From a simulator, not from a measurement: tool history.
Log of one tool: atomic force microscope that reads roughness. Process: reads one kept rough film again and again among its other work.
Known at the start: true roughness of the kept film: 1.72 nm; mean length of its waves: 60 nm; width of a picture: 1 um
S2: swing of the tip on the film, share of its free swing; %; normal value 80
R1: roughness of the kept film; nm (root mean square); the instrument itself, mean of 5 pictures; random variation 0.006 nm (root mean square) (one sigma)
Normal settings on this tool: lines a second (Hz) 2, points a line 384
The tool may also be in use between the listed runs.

run 1 day=0 | lines_a_second_(Hz)=2 S2=80 points_a_line=384 | R1=1.502
-- day=2.017 new tip fitted
run 2 day=2.033 | lines_a_second_(Hz)=2 S2=80 points_a_line=384 | R1=1.547
run 3 day=3.025 | lines_a_second_(Hz)=2 S2=80 points_a_line=384 | R1=1.519
run 4 day=4.542 | lines_a_second_(Hz)=1.3 S2=80 points_a_line=384 | R1=1.531
-- day=5.446 new tip fitted
run 5 day=6.733 | lines_a_second_(Hz)=1.13 S2=80 points_a_line=384 | R1=1.569
-- day=8.912 new tip fitted
run 6 day=9.025 | lines_a_second_(Hz)=1.13 S2=80 points_a_line=384 | R1=1.613
run 7 day=10.571 | lines_a_second_(Hz)=1.13 S2=80 points_a_line=384 | R1=1.564
run 8 day=12.092 | lines_a_second_(Hz)=2.76 S2=80 points_a_line=384 | R1=1.422
-- day=12.412 new tip fitted
run 9 day=14.125 | lines_a_second_(Hz)=2 S2=80 points_a_line=384 | R1=1.492
-- day=15.954 new tip fitted
run 10 day=16.346 | lines_a_second_(Hz)=2 S2=80 points_a_line=384 | R1=1.547
run 11 day=18.704 | lines_a_second_(Hz)=2 S2=85 points_a_line=384 | R1=1.45
-- day=19.438 new tip fitted
run 12 day=20.458 | lines_a_second_(Hz)=2 S2=85 points_a_line=384 | R1=1.492
run 13 day=22.179 | lines_a_second_(Hz)=2 S2=80 points_a_line=273 | R1=1.479
-- day=22.838 new tip fitted
run 14 day=23.175 | lines_a_second_(Hz)=2.61 S2=80 points_a_line=273 | R1=1.494
run 15 day=24.717 | lines_a_second_(Hz)=2.61 S2=62 points_a_line=273 | R1=1.57
run 16 day=25.95 | lines_a_second_(Hz)=2.61 S2=62 points_a_line=273 | R1=1.552
-- day=26.279 new tip fitted
run 17 day=27.05 | lines_a_second_(Hz)=1.79 S2=71 points_a_line=677 | R1=1.584
run 18 day=28.317 | lines_a_second_(Hz)=2 S2=90 points_a_line=384 | R1=1.414
-- day=28.504 height scale calibrated on a step standard
-- day=29.696 new tip fitted
run 19 day=29.696 | lines_a_second_(Hz)=3.09 S2=61 points_a_line=484 | R1=1.638
run 20 day=31.696 | lines_a_second_(Hz)=2 S2=67 points_a_line=384 | R1=1.598
-- day=33.129 new tip fitted
run 21 day=33.425 | lines_a_second_(Hz)=2 S2=67 points_a_line=384 | R1=1.634
run 22 day=34.517 | lines_a_second_(Hz)=2.97 S2=80 points_a_line=381 | R1=1.481
-- day=35.412 height scale calibrated on a step standard, once more
-- day=36.542 new tip fitted
run 23 day=36.754 | lines_a_second_(Hz)=2.97 S2=80 points_a_line=381 | R1=1.455
run 24 day=37.971 | lines_a_second_(Hz)=1.19 S2=86 points_a_line=384 | R1=1.524
-- day=40.05 new tip fitted
run 25 day=40.233 | lines_a_second_(Hz)=2.63 S2=80 points_a_line=455 | R1=1.486
run 26 day=41.833 | lines_a_second_(Hz)=0.51 S2=72 points_a_line=398 | R1=1.61
-- day=43.612 new tip fitted
run 27 day=44.004 | lines_a_second_(Hz)=1.87 S2=84 points_a_line=384 | R1=1.498
run 28 day=46.233 | lines_a_second_(Hz)=2.39 S2=86 points_a_line=874 | R1=1.401
-- day=46.992 new tip fitted
run 29 day=48.417 | lines_a_second_(Hz)=1.67 S2=80 points_a_line=485 | R1=1.523
run 30 day=50.171 | lines_a_second_(Hz)=2.71 S2=62 points_a_line=681 | R1=1.53

Predict each of these 5 candidate next runs independently; none follows another, all start after run 30:
-- day=50.362 new tip fitted
run A day=52.079 | lines_a_second_(Hz)=1.82 S2=72 points_a_line=944 | R1=?
-- day=50.362 new tip fitted
run B day=52.079 | lines_a_second_(Hz)=1.65 S2=64 points_a_line=384 | R1=?
-- day=50.362 new tip fitted
run C day=52.079 | lines_a_second_(Hz)=2.71 S2=66 points_a_line=753 | R1=?
-- day=50.362 new tip fitted
run D day=52.079 | lines_a_second_(Hz)=1.18 S2=80 points_a_line=384 | R1=?
-- day=50.362 new tip fitted
run E day=52.079 | lines_a_second_(Hz)=1.01 S2=62 points_a_line=681 | R1=?

run=A R1=1.556
run=B R1=1.588
run=C R1=1.541
run=D R1=1.55
run=E R1=1.614
With no hidden state in the tool, these same runs would have given:
run=A R1=1.598
run=B R1=1.631
run=C R1=1.583
run=D R1=1.592
run=E R1=1.658
